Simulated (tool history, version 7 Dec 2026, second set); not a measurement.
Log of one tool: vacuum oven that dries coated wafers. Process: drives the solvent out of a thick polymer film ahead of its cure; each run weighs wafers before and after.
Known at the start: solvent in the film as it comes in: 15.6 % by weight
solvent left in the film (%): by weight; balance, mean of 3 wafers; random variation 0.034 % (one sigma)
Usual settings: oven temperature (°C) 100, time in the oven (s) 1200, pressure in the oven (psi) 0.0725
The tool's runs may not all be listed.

run   hour  oven temperature (°C)  time in the oven (s)  pressure in the oven (psi)  solvent left in the film (%)
  1      0                    100                  1200                      0.0725                          3.54
  2   32.7                    100                  1200                      0.0725                          3.58
  3   63.2                    100                  1200                      0.0725                          3.55
  4   85.2                    100                  1200                      0.2509                          3.96
  5  100.6                    100                  1200                      0.2509                             4
  6  132.2                    100                  1200                      0.2509                          3.99
  7  163.1                     87                  1200                      0.1769                          7.53
  8  183.3                    100                  1320                      0.0725                          3.17
  9  207.7                     99                  2100                      0.0763                          1.72
 10  221.7                     91                  1440                      0.1495                          5.57
 11  249.5                     91                   780                      0.1495                          8.11
 12  270.1                     92                  1200                      0.1668                          6.08

Forecast each of these 5 alternatives for the next run:
  A  285.6                    104                  1200                      0.0589                             ?
  B  285.6                    102                  1440                      0.1371                             ?
  C  285.6                     91                  1680                      0.0725                             ?
  D  285.6                    110                  1200                      0.1714                             ?
  E  285.6                    112                  1620                      0.1691                             ?

run  solvent left in the film (%)
  A                          2.53
  B                          2.42
  C                          4.67
  D                          1.56
  E                          0.68
Without the tool's hidden state the same runs would have given:
run  solvent left in the film (%)
  A                          2.39
  B                          2.29
  C                          4.49
  D                          1.46
  E                          0.62
